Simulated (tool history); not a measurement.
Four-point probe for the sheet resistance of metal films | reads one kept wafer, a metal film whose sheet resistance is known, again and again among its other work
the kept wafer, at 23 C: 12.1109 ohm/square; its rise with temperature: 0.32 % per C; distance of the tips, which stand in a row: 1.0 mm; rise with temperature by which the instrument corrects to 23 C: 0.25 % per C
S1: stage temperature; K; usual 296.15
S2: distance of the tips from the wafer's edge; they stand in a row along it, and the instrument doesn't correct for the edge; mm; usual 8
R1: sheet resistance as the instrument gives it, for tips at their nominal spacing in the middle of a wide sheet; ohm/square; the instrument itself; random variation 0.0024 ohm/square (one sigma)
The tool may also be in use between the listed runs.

run 1 hour=0 | S1=296.15 S2=8 | R1=12.116874
run 2 hour=70.8 | S1=296.15 S2=8 | R1=12.111444
run 3 hour=161.9 | S1=296.15 S2=8 | R1=12.108286
run 4 hour=265.3 | S1=296.15 S2=8 | R1=12.10286
run 5 hour=351.9 | S1=296.15 S2=8 | R1=12.105815
run 6 hour=448.6 | S1=296.15 S2=8 | R1=12.100585
run 7 hour=543 | S1=296.15 S2=8 | R1=12.100087
run 8 hour=642.1 | S1=296.15 S2=8 | R1=12.088224
run 9 hour=708.1 | S1=296.15 S2=8 | R1=12.088672
run 10 hour=795.4 | S1=292.15 S2=8 | R1=12.052549
run 11 hour=877.1 | S1=292.15 S2=8 | R1=12.053354
-- hour=884.6 new probe head fitted
-- hour=885.1 stage's thermometer calibrated
run 12 hour=937.9 | S1=292.15 S2=8 | R1=12.189189
run 13 hour=1031.1 | S1=304.15 S2=71 | R1=12.182564
run 14 hour=1141.1 | S1=294.15 S2=11 | R1=12.149008
run 15 hour=1233 | S1=294.15 S2=11 | R1=12.150064
-- hour=1277.1 stage's thermometer calibrated, once more
run 16 hour=1309.3 | S1=297.15 S2=5 | R1=12.34614
run 17 hour=1367.2 | S1=297.15 S2=5 | R1=12.338513
run 18 hour=1475.2 | S1=297.15 S2=4 | R1=12.477183
run 19 hour=1535.8 | S1=297.15 S2=4 | R1=12.474903
run 20 hour=1592.6 | S1=293.15 S2=4 | R1=12.436049
run 21 hour=1677.1 | S1=296.15 S2=56 | R1=12.067857
run 22 hour=1768.8 | S1=304.15 S2=27 | R1=12.137587
run 23 hour=1843.3 | S1=304.15 S2=27 | R1=12.128588

3 ways to go on from here, each from the tool as it stands after run 23. What would each give?
run A hour=1901.4 | S1=300.15 S2=3 | R1=?
run B hour=1901.4 | S1=296.15 S2=14 | R1=?
run C hour=1901.4 | S1=308.15 S2=6 | R1=?

run=A R1=12.77217
run=B R1=12.090385
run=C R1=12.329618
Without the tool's hidden state the same runs would have given:
run=A R1=12.82601
run=B R1=12.141574
run=C R1=12.381785
